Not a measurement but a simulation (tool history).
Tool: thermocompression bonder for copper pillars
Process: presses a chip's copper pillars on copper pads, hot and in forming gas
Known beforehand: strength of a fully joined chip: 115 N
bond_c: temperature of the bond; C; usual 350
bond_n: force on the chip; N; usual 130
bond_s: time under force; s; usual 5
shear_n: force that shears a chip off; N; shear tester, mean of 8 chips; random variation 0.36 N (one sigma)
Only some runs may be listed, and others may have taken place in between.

run    hour  bond_c  bond_n  bond_s  shear_n
  1     0.0     350     130       5     52.2
  2    53.8     350     185       5     68.5
  3    86.0     331     185       5     59.3
  4   115.7     331     185       7     65.9
  5   147.4     331     185       7     65.5
      152.1  -- heater calibrated with a thermocouple chip
  6   193.4     350     130       5     55.0
  7   241.5     350     130       5     54.8
  8   280.0     350     130       5     54.6
  9   324.7     350     130       5     54.3
 10   356.7     350     130       5     54.2
 11   400.0     350     130      14     73.9
      439.7  -- forming gas filter changed
 12   454.6     350     130      14     77.2
 13   487.7     350     130       8     65.6
 14   525.4     350     130       5     56.7
 15   563.6     350     130       5     56.5
 16   592.4     350      84       5     37.5
 17   634.2     350      84       5     37.4
 18   680.0     351     130       5     55.5
 19   731.9     351     130       5     54.8
 20   773.5     366     173       5     74.8
 21   828.4     379      82       4     41.5
 22   872.2     331     130      10     58.2
 23   924.8     331     130      10     59.0
      936.4  -- forming gas filter changed
 24   983.0     340     164       3     51.7
 25  1019.0     350     130       5     55.6
 26  1048.0     354     154       8     75.5
 27  1084.9     354     103       4     42.1
 28  1137.8     378     125       8     75.0
 29  1197.6     378     125       8     74.4
 30  1257.6     376      99       6     55.8
 31  1306.9     376      99       6     54.9

Consider 3 possible next runs. They are alternatives, not a sequence: every one starts from the tool as it was left by run 31. What does each give?
  A  1349.2     372     104       3        ?
  B  1349.2     345      99       6        ?
  C  1349.2     332     138       7        ?

run  shear_n
  A     43.3
  B     43.4
  C     54.1
Without the tool's hidden state the same runs would have given:
run  shear_n
  A     44.4
  B     44.7
  C     55.9
